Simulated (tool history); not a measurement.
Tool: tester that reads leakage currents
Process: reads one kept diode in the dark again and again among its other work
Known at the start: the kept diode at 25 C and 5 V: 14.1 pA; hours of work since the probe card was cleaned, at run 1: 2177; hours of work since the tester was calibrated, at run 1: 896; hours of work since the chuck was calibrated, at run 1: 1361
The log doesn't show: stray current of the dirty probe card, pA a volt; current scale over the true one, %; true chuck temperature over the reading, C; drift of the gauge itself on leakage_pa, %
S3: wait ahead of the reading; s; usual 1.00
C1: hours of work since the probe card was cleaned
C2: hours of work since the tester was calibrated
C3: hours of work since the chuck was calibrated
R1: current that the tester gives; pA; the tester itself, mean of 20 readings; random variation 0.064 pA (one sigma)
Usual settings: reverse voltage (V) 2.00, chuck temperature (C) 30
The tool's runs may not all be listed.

{"run": 1, "hour": 0.0, "reverse voltage (V)": 2.0, "chuck temperature (C)": 30, "S3": 1.0, "C1": 2177, "C2": 896, "C3": 1361, "R1": 15.62}
{"run": 2, "hour": 44.6, "reverse voltage (V)": 2.0, "chuck temperature (C)": 30, "S3": 1.0, "C1": 2207, "C2": 925, "C3": 1390, "R1": 15.66}
{"run": 3, "hour": 92.3, "reverse voltage (V)": 2.0, "chuck temperature (C)": 30, "S3": 1.0, "C1": 2239, "C2": 957, "C3": 1422, "R1": 15.67}
{"run": 4, "hour": 171.8, "reverse voltage (V)": 2.0, "chuck temperature (C)": 30, "S3": 1.0, "C1": 2292, "C2": 1010, "C3": 1475, "R1": 15.71}
{"run": 5, "hour": 234.5, "reverse voltage (V)": 11.37, "chuck temperature (C)": 30, "S3": 1.0, "C1": 2334, "C2": 1052, "C3": 1517, "R1": 42.9}
{"run": 6, "hour": 278.9, "reverse voltage (V)": 11.37, "chuck temperature (C)": 30, "S3": 1.0, "C1": 2364, "C2": 1082, "C3": 1547, "R1": 42.92}
{"run": 7, "hour": 366.1, "reverse voltage (V)": 11.37, "chuck temperature (C)": 30, "S3": 1.0, "C1": 2422, "C2": 1140, "C3": 1605, "R1": 42.98}
{"run": 8, "hour": 410.4, "reverse voltage (V)": 11.37, "chuck temperature (C)": 30, "S3": 1.0, "C1": 2452, "C2": 1170, "C3": 1635, "R1": 43.33}
{"run": 9, "hour": 505.5, "reverse voltage (V)": 11.37, "chuck temperature (C)": 30, "S3": 1.0, "C1": 2515, "C2": 1234, "C3": 1698, "R1": 43.63}
{"run": 10, "hour": 575.0, "reverse voltage (V)": 11.37, "chuck temperature (C)": 30, "S3": 1.0, "C1": 2562, "C2": 1280, "C3": 1745, "R1": 43.71}
{"run": 11, "hour": 657.5, "reverse voltage (V)": 2.0, "chuck temperature (C)": 30, "S3": 3.05, "C1": 2617, "C2": 1335, "C3": 1800, "R1": 16.03}
{"run": 12, "hour": 714.8, "reverse voltage (V)": 2.0, "chuck temperature (C)": 30, "S3": 5.01, "C1": 2655, "C2": 1373, "C3": 1838, "R1": 16.14}
{"run": 13, "hour": 779.3, "reverse voltage (V)": 2.0, "chuck temperature (C)": 30, "S3": 5.01, "C1": 2698, "C2": 1417, "C3": 1882, "R1": 16.08}
{"run": 14, "hour": 870.3, "reverse voltage (V)": 2.0, "chuck temperature (C)": 30, "S3": 5.01, "C1": 2759, "C2": 1477, "C3": 1942, "R1": 16.34}
{"run": 15, "hour": 920.1, "reverse voltage (V)": 2.0, "chuck temperature (C)": 30, "S3": 1.0, "C1": 2792, "C2": 1511, "C3": 1976, "R1": 16.64}
{"run": 16, "hour": 971.8, "reverse voltage (V)": 2.0, "chuck temperature (C)": 30, "S3": 1.0, "C1": 2827, "C2": 1545, "C3": 2010, "R1": 16.61}
{"hour": 992.6, "done": "chuck's temperature calibrated"}
{"run": 17, "hour": 1064.4, "reverse voltage (V)": 2.0, "chuck temperature (C)": 30, "S3": 1.0, "C1": 2887, "C2": 1606, "C3": 48, "R1": 15.09}
{"run": 18, "hour": 1152.1, "reverse voltage (V)": 2.0, "chuck temperature (C)": 30, "S3": 1.0, "C1": 2946, "C2": 1664, "C3": 107, "R1": 15.19}
{"run": 19, "hour": 1245.9, "reverse voltage (V)": 2.0, "chuck temperature (C)": 30, "S3": 1.0, "C1": 3009, "C2": 1727, "C3": 169, "R1": 15.39}
{"run": 20, "hour": 1349.3, "reverse voltage (V)": 2.0, "chuck temperature (C)": 30, "S3": 1.0, "C1": 3078, "C2": 1796, "C3": 238, "R1": 15.3}
{"run": 21, "hour": 1392.2, "reverse voltage (V)": 17.58, "chuck temperature (C)": 32, "S3": 5.33, "C1": 3106, "C2": 1825, "C3": 267, "R1": 61.41}
{"run": 22, "hour": 1449.7, "reverse voltage (V)": 2.64, "chuck temperature (C)": 32, "S3": 5.33, "C1": 3145, "C2": 1863, "C3": 305, "R1": 20.37}
{"run": 23, "hour": 1544.4, "reverse voltage (V)": 19.57, "chuck temperature (C)": 35, "S3": 1.51, "C1": 3208, "C2": 1927, "C3": 369, "R1": 80.21}
{"hour": 1642.9, "done": "probe card cleaned and baked"}
{"run": 24, "hour": 1646.1, "reverse voltage (V)": 19.57, "chuck temperature (C)": 35, "S3": 1.51, "C1": 2, "C2": 1992, "C3": 435, "R1": 64.6}
{"run": 25, "hour": 1695.8, "reverse voltage (V)": 2.0, "chuck temperature (C)": 30, "S3": 1.2, "C1": 35, "C2": 2026, "C3": 468, "R1": 13.86}
{"run": 26, "hour": 1774.7, "reverse voltage (V)": 2.0, "chuck temperature (C)": 44, "S3": 2.75, "C1": 88, "C2": 2078, "C3": 521, "R1": 37.92}
{"run": 27, "hour": 1854.8, "reverse voltage (V)": 6.16, "chuck temperature (C)": 30, "S3": 6.18, "C1": 142, "C2": 2132, "C3": 574, "R1": 24.98}
{"run": 28, "hour": 1924.5, "reverse voltage (V)": 16.86, "chuck temperature (C)": 26, "S3": 1.54, "C1": 188, "C2": 2179, "C3": 621, "R1": 32.45}
{"run": 29, "hour": 1980.1, "reverse voltage (V)": 11.83, "chuck temperature (C)": 40, "S3": 1.0, "C1": 225, "C2": 2216, "C3": 658, "R1": 73.12}
{"hour": 2021.0, "done": "tester calibrated"}
{"run": 30, "hour": 2032.0, "reverse voltage (V)": 2.0, "chuck temperature (C)": 27, "S3": 1.04, "C1": 259, "C2": 7, "C3": 691, "R1": 11.26}
{"run": 31, "hour": 2130.3, "reverse voltage (V)": 3.96, "chuck temperature (C)": 42, "S3": 0.57, "C1": 324, "C2": 73, "C3": 757, "R1": 47.46}
{"run": 32, "hour": 2223.1, "reverse voltage (V)": 3.96, "chuck temperature (C)": 42, "S3": 0.57, "C1": 386, "C2": 135, "C3": 819, "R1": 47.33}
{"run": 33, "hour": 2291.8, "reverse voltage (V)": 2.0, "chuck temperature (C)": 38, "S3": 1.0, "C1": 432, "C2": 181, "C3": 865, "R1": 25.23}
{"run": 34, "hour": 2347.6, "reverse voltage (V)": 2.44, "chuck temperature (C)": 50, "S3": 4.44, "C1": 470, "C2": 218, "C3": 902, "R1": 63.21}
{"run": 35, "hour": 2391.6, "reverse voltage (V)": 2.44, "chuck temperature (C)": 50, "S3": 4.44, "C1": 499, "C2": 248, "C3": 932, "R1": 63.02}
{"run": 36, "hour": 2484.4, "reverse voltage (V)": 2.44, "chuck temperature (C)": 50, "S3": 4.44, "C1": 561, "C2": 310, "C3": 994, "R1": 63.63}
{"run": 37, "hour": 2575.1, "reverse voltage (V)": 2.44, "chuck temperature (C)": 50, "S3": 4.44, "C1": 622, "C2": 370, "C3": 1054, "R1": 63.51}
{"run": 38, "hour": 2668.6, "reverse voltage (V)": 6.91, "chuck temperature (C)": 40, "S3": 0.6, "C1": 684, "C2": 433, "C3": 1117, "R1": 56.6}
{"run": 39, "hour": 2753.3, "reverse voltage (V)": 6.91, "chuck temperature (C)": 40, "S3": 0.6, "C1": 741, "C2": 489, "C3": 1173, "R1": 57.09}

Forecast each of these 4 alternatives for the next run:
{"run": "A", "hour": 2849.7, "reverse voltage (V)": 2.0, "chuck temperature (C)": 30, "S3": 5.67, "C1": 805, "C2": 554, "C3": 1238, "R1": "?"}
{"run": "B", "hour": 2849.7, "reverse voltage (V)": 7.83, "chuck temperature (C)": 54, "S3": 0.3, "C1": 805, "C2": 554, "C3": 1238, "R1": "?"}
{"run": "C", "hour": 2849.7, "reverse voltage (V)": 1.28, "chuck temperature (C)": 20, "S3": 8.59, "C1": 805, "C2": 554, "C3": 1238, "R1": "?"}
{"run": "D", "hour": 2849.7, "reverse voltage (V)": 2.0, "chuck temperature (C)": 21, "S3": 1.0, "C1": 805, "C2": 554, "C3": 1238, "R1": "?"}

run=A R1=14.53
run=B R1=154.62
run=C R1=5.32
run=D R1=7.68
Without the tool's hidden state the same runs would have given:
run=A R1=13.08
run=B R1=143.29
run=C R1=4.66
run=D R1=6.73
